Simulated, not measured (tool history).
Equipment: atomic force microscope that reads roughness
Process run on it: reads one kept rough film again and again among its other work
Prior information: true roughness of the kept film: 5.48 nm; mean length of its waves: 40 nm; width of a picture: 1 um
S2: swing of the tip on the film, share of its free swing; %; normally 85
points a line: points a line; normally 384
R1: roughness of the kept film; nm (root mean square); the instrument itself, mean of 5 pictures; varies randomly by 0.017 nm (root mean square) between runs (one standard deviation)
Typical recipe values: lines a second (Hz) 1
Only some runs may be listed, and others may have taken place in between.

{"run": 1, "day": 0.0, "lines a second (Hz)": 1, "S2": 85, "points a line": 384, "R1": 4.186}
{"run": 2, "day": 0.796, "lines a second (Hz)": 1, "S2": 85, "points a line": 384, "R1": 4.22}
{"run": 3, "day": 1.758, "lines a second (Hz)": 1, "S2": 85, "points a line": 384, "R1": 4.221}
{"run": 4, "day": 2.254, "lines a second (Hz)": 1, "S2": 85, "points a line": 384, "R1": 4.204}
{"run": 5, "day": 3.142, "lines a second (Hz)": 1, "S2": 85, "points a line": 384, "R1": 4.208}
{"day": 3.796, "done": "new tip fitted"}
{"run": 6, "day": 3.892, "lines a second (Hz)": 1, "S2": 85, "points a line": 384, "R1": 4.211}
{"run": 7, "day": 4.758, "lines a second (Hz)": 1, "S2": 85, "points a line": 384, "R1": 4.228}
{"run": 8, "day": 5.55, "lines a second (Hz)": 1, "S2": 85, "points a line": 384, "R1": 4.212}
{"run": 9, "day": 6.017, "lines a second (Hz)": 1, "S2": 85, "points a line": 384, "R1": 4.21}
{"run": 10, "day": 6.521, "lines a second (Hz)": 1, "S2": 85, "points a line": 384, "R1": 4.229}
{"run": 11, "day": 7.275, "lines a second (Hz)": 1.62, "S2": 85, "points a line": 384, "R1": 3.93}
{"run": 12, "day": 7.838, "lines a second (Hz)": 1.62, "S2": 85, "points a line": 384, "R1": 3.932}
{"run": 13, "day": 8.742, "lines a second (Hz)": 2.42, "S2": 61, "points a line": 384, "R1": 4.394}
{"run": 14, "day": 9.183, "lines a second (Hz)": 2.42, "S2": 61, "points a line": 384, "R1": 4.42}
{"run": 15, "day": 9.733, "lines a second (Hz)": 2.42, "S2": 61, "points a line": 384, "R1": 4.386}
{"run": 16, "day": 10.662, "lines a second (Hz)": 1.01, "S2": 61, "points a line": 1020, "R1": 4.61}
{"run": 17, "day": 11.712, "lines a second (Hz)": 0.52, "S2": 86, "points a line": 421, "R1": 4.444}
{"day": 11.833, "done": "new tip fitted"}
{"run": 18, "day": 12.571, "lines a second (Hz)": 1, "S2": 60, "points a line": 782, "R1": 4.674}
{"run": 19, "day": 13.425, "lines a second (Hz)": 1.76, "S2": 74, "points a line": 844, "R1": 4.228}
{"run": 20, "day": 14.196, "lines a second (Hz)": 1, "S2": 61, "points a line": 596, "R1": 4.624}
{"run": 21, "day": 14.712, "lines a second (Hz)": 0.79, "S2": 59, "points a line": 453, "R1": 4.683}

The logged runs with the hidden state left out (each run's random variation unchanged):
The tool's hidden condition here consists of: radius of the tip, nm; height scale over the true one, %; drift of the gauge itself on roughness_nm, %.
run=1 R1=4.2
run=2 R1=4.236
run=3 R1=4.239
run=4 R1=4.223
run=5 R1=4.229
run=6 R1=4.212
run=7 R1=4.231
run=8 R1=4.217
run=9 R1=4.216
run=10 R1=4.237
run=11 R1=3.939
run=12 R1=3.943
run=13 R1=4.408
run=14 R1=4.435
run=15 R1=4.402
run=16 R1=4.629
run=17 R1=4.465
run=18 R1=4.677
run=19 R1=4.233
run=20 R1=4.632
run=21 R1=4.691

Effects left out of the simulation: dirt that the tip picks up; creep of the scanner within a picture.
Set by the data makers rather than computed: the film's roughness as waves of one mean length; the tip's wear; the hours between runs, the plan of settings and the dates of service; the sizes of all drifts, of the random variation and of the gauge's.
